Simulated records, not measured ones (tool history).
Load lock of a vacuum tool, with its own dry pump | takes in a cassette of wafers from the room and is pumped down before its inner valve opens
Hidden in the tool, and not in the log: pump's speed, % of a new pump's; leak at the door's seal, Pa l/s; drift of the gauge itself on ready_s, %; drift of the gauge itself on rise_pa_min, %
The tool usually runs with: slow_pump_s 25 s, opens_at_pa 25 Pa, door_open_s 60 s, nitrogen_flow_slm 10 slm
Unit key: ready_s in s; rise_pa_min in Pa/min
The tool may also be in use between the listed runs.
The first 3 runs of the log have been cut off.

| run | day | slow_pump_s | opens_at_pa | door_open_s | nitrogen_flow_slm | hours that the pump has run since its overhaul | times that the door has closed on its seal | incoming humidity of the room's air, % | ready_s | rise_pa_min |
|---|---|---|---|---|---|---|---|---|---|---|
| 4 | 65.712 | 28 | 25 | 60 | 10 | 5802 | 40998 | 45.2 | 47.0 | 0.310 |
| 5 | 81.700 | 28 | 25 | 60 | 10 | 6185 | 41796 | 44.6 | 47.1 | 0.313 |
| 6 | 98.842 | 28 | 25 | 60 | 10 | 6597 | 42651 | 44.8 | 46.9 | 0.320 |
| 7 | 116.592 | 25 | 25 | 60 | 10 | 7023 | 43537 | 47.1 | 45.4 | 0.346 |
| 8 | 141.854 | 25 | 25 | 60 | 18 | 7629 | 44798 | 43.4 | 45.5 | 0.337 |
| 9 | 156.033 | 25 | 25 | 60 | 18 | 7969 | 45506 | 44.7 | 45.6 | 0.352 |
| 10 | 174.308 | 25 | 25 | 60 | 10 | 8408 | 46418 | 44.0 | 45.4 | 0.367 |
| 11 | 198.300 | 25 | 25 | 60 | 10 | 8984 | 47616 | 42.9 | 46.2 | 0.386 |
| 12 | 218.688 | 25 | 25 | 60 | 10 | 9473 | 48634 | 42.8 | 46.3 | 0.403 |
| 13 | 229.671 | 25 | 25 | 60 | 10 | 9736 | 49182 | 45.7 | 46.2 | 0.407 |
| 14 | 240.600 | 32 | 25 | 60 | 10 | 9999 | 49727 | 41.9 | 50.7 | 0.409 |
| 15 | 264.021 | 32 | 25 | 60 | 10 | 10561 | 50897 | 44.7 | 50.9 | 0.415 |
| 16 | 277.642 | 32 | 25 | 60 | 10 | 10888 | 51577 | 44.7 | 51.5 | 0.437 |
| 17 | 299.933 | 25 | 25 | 60 | 10 | 11423 | 52689 | 43.9 | 46.6 | 0.450 |
|  | 307.762 | dry pump taken out, an overhauled one fitted |
|  | 318.796 | door's seal changed, seat wiped |
| 18 | 322.988 | 25 | 25 | 60 | 10 | 364 | 209 | 44.9 | 43.4 | 0.039 |
| 19 | 333.842 | 25 | 25 | 60 | 10 | 624 | 751 | 46.7 | 43.4 | 0.041 |
| 20 | 352.221 | 25 | 25 | 38 | 10 | 1065 | 1669 | 46.9 | 43.9 | 0.035 |
| 21 | 370.096 | 25 | 25 | 38 | 10 | 1494 | 2561 | 42.1 | 44.1 | 0.030 |
| 22 | 394.183 | 25 | 25 | 38 | 10 | 2073 | 3763 | 46.0 | 43.9 | 0.038 |
| 23 | 407.225 | 25 | 25 | 116 | 4 | 2386 | 4414 | 46.1 | 44.2 | 0.074 |
| 24 | 422.529 | 25 | 25 | 116 | 4 | 2753 | 5178 | 46.6 | 44.2 | 0.081 |
| 25 | 446.529 | 38 | 39 | 53 | 14 | 3329 | 6376 | 44.8 | 52.2 | 0.053 |
| 26 | 457.396 | 38 | 39 | 53 | 14 | 3590 | 6919 | 42.1 | 51.7 | 0.054 |
| 27 | 469.642 | 38 | 39 | 53 | 14 | 3884 | 7530 | 46.7 | 52.5 | 0.056 |

Estimate the outcome of run 28 from the log above:
| 28 | 482.958 | 38 | 39 | 53 | 14 | 4203 | 8194 | 44.3 | ? | ? |

For run 28 the tool returned ready_s 52.5 s, rise_pa_min 0.056 Pa/min.
Without the tool's hidden state the same run would have given ready_s 51.7 s, rise_pa_min 0.029 Pa/min.
